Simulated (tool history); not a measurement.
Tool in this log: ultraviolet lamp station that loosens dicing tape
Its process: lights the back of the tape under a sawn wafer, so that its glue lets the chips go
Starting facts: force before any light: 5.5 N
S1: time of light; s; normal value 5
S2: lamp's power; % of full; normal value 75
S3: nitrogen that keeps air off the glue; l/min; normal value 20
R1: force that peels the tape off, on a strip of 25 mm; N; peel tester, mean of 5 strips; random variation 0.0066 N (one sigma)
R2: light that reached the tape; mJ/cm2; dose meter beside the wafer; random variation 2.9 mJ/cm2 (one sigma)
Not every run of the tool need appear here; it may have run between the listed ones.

run     day  S1  S2  S3     R1   R2
  1   0.000   5  75  20  0.482  308
  2   2.846   5  75  38  0.409  297
  3   5.558   5  75  27  0.515  285
  4   7.904   5  75  27  0.539  275
  5  10.729   5  75  27  0.584  262
  6  14.004   5  75  27  0.649  250
  7  16.154   5  79   7  1.190  251
  8  18.879   4  72  10  1.662  180
     20.629  -- window cleaned of glue's vapour
     21.162  -- lamp changed
  9  21.242   4  72  10  0.670  324
 10  22.758   5  75  13  0.334  410
 11  26.175   6  79  20  0.150  496

Run by run, hidden condition taken away, random variation retained:
Hidden conditions of the tool in this case: lamp's light, % of a new lamp's; light that the window lets through, % of a clean one's; drift of the gauge itself on peel_n, %; drift of the gauge itself on dose_mj_cm2, %.
run     R1   R2
  1  0.214  430
  2  0.173  431
  3  0.189  431
  4  0.181  432
  5  0.178  430
  6  0.181  434
  7  0.390  451
  8  0.612  334
  9  0.633  333
 10  0.299  429
 11  0.122  541

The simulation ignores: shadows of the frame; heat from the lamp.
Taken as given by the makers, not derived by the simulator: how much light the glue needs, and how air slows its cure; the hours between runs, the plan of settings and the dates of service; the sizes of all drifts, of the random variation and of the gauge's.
